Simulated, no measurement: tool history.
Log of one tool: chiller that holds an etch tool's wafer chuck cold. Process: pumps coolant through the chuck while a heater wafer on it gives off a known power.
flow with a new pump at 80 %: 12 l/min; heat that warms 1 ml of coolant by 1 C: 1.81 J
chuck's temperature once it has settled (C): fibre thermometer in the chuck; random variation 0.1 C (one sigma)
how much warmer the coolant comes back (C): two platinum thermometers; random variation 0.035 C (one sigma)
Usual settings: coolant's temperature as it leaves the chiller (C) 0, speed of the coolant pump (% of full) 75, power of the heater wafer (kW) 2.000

| run | hour | coolant's temperature as it leaves the chiller (C) | speed of the coolant pump (% of full) | power of the heater wafer (kW) | chuck's temperature once it has settled (C) | how much warmer the coolant comes back (C) |
|---|---|---|---|---|---|---|
| 1 | 0.0 | 0 | 75 | 2.000 | 21.2 | 6.09 |
| 2 | 49.2 | 0 | 75 | 2.000 | 21.0 | 6.03 |
| 3 | 118.7 | 0 | 75 | 2.000 | 21.2 | 6.11 |
| 4 | 186.1 | 0 | 75 | 2.000 | 21.2 | 6.13 |
| 5 | 270.1 | 0 | 75 | 2.000 | 21.5 | 6.13 |
| 6 | 381.7 | 0 | 75 | 2.000 | 21.6 | 6.21 |
| 7 | 478.5 | 0 | 75 | 2.000 | 21.7 | 6.14 |
| 8 | 531.9 | -9 | 75 | 2.000 | 12.7 | 6.18 |
| 9 | 637.1 | 0 | 63 | 2.000 | 25.5 | 7.33 |
| 10 | 758.3 | 0 | 88 | 2.000 | 19.0 | 5.35 |
| 11 | 811.9 | 0 | 88 | 2.000 | 18.8 | 5.36 |
| 12 | 931.3 | 0 | 88 | 2.000 | 19.3 | 5.35 |
| 13 | 1028.9 | 0 | 88 | 2.000 | 19.3 | 5.37 |
| 14 | 1081.1 | 0 | 88 | 1.293 | 12.4 | 3.46 |
| 15 | 1153.0 | 0 | 88 | 1.293 | 12.3 | 3.53 |
| 16 | 1258.9 | 0 | 88 | 1.293 | 12.5 | 3.54 |
| 17 | 1320.7 | 7 | 75 | 2.823 | 39.1 | 9.06 |
| 18 | 1408.3 | 0 | 75 | 1.821 | 20.7 | 5.78 |
| 19 | 1500.1 | -8 | 64 | 1.821 | 16.0 | 6.82 |
|  | 1512.3 | chiller's thermometer calibrated |
| 20 | 1575.2 | -8 | 64 | 1.821 | 16.2 | 6.80 |
| 21 | 1631.2 | -8 | 71 | 2.374 | 20.8 | 8.10 |
| 22 | 1691.8 | -3 | 71 | 2.000 | 21.5 | 6.80 |
| 23 | 1757.9 | -3 | 71 | 2.000 | 21.4 | 6.74 |
| 24 | 1853.8 | 7 | 80 | 2.367 | 33.3 | 7.16 |
|  | 1903.7 | chiller's thermometer calibrated, once more |
| 25 | 1930.4 | -5 | 77 | 2.924 | 29.3 | 9.29 |
| 26 | 2026.2 | -5 | 77 | 2.924 | 29.2 | 9.33 |
| 27 | 2097.4 | 9 | 75 | 1.733 | 29.8 | 5.64 |
| 28 | 2201.0 | 9 | 69 | 1.208 | 24.9 | 4.37 |
| 29 | 2271.6 | -6 | 69 | 1.021 | 7.5 | 3.64 |

Hidden state or all else? Some run-to-run changes of chuck's temperature once it has settled (C), split into what the settings, what came in and random variation would give without the hidden state, and what is left for the hidden state (with any gauge scatter that isn't in both results):
The hidden state here: heat passed by the chuck's channels, % of clean ones'; flow at a given pump speed, % of a new pump's; coolant's true temperature over the reading, C; drift of the gauge itself on chuck_c, C; drift of the gauge itself on warmer_back_c, C.
Run 16 -> 17: coolant's temperature as it leaves the chiller (C) 0 -> 7, speed of the coolant pump (% of full) 88 -> 75, power of the heater wafer (kW) 1.293 -> 2.823. chuck's temperature once it has settled (C) +26.6: hidden state +2.2, all else +24.4.
Run 17 -> 18: coolant's temperature as it leaves the chiller (C) 7 -> 0, power of the heater wafer (kW) 2.823 -> 1.821. chuck's temperature once it has settled (C) -18.4: hidden state -1.2, all else -17.2.
Run 26 -> 27: coolant's temperature as it leaves the chiller (C) -5 -> 9, speed of the coolant pump (% of full) 77 -> 75, power of the heater wafer (kW) 2.924 -> 1.733. chuck's temperature once it has settled (C) +0.6: hidden state -2.0, all else +2.6.
